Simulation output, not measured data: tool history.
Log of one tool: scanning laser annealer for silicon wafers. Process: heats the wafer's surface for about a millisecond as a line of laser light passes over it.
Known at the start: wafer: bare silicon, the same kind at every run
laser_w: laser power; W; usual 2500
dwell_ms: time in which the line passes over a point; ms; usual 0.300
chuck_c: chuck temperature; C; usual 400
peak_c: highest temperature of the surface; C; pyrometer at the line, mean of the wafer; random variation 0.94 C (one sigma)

Run 1, hour 0.0: usual settings. Result: peak_c 1106.5 C.
Run 2, hour 38.1: usual settings but dwell_ms 0.313 ms. Result: peak_c 1120.1 C.
Run 3, hour 67.0: usual settings but dwell_ms 0.313 ms. Result: peak_c 1120.3 C.
Run 4, hour 95.1: usual settings but dwell_ms 0.229 ms. Result: peak_c 1019.2 C.
Run 5, hour 129.1: usual settings but dwell_ms 0.229 ms. Result: peak_c 1019.9 C.
Run 6, hour 146.1: usual settings but dwell_ms 0.214 ms. Result: peak_c 1000.0 C.
Run 7, hour 179.3: usual settings but chuck_c 382 C. Result: peak_c 1086.5 C.
Run 8, hour 202.3: usual settings but chuck_c 382 C. Result: peak_c 1087.8 C.
Run 9, hour 232.8: usual settings but chuck_c 382 C. Result: peak_c 1086.9 C.
Run 10, hour 254.1: usual settings but chuck_c 382 C. Result: peak_c 1087.5 C.
Run 11, hour 288.0: usual settings but chuck_c 382 C. Result: peak_c 1087.8 C.
Run 12, hour 318.3: usual settings but chuck_c 382 C. Result: peak_c 1089.0 C.
Run 13, hour 338.1: usual settings. Result: peak_c 1108.1 C.
Run 14, hour 373.2: usual settings. Result: peak_c 1106.9 C.
Run 15, hour 407.7: usual settings but laser_w 2287 W, dwell_ms 0.263 ms, chuck_c 430 C. Result: peak_c 1041.5 C.
Run 16, hour 443.6: usual settings but laser_w 2135 W, dwell_ms 0.314 ms, chuck_c 389 C. Result: peak_c 1015.0 C.

Run 17 comes next. What will it give?
Run 17, hour 479.9: usual settings but laser_w 2257 W, dwell_ms 0.279 ms, chuck_c 426 C. Result: peak_c ?.

Run 17 gave peak_c 1047.1 C.
Without the tool's hidden state the same run would have given peak_c 1047.4 C.
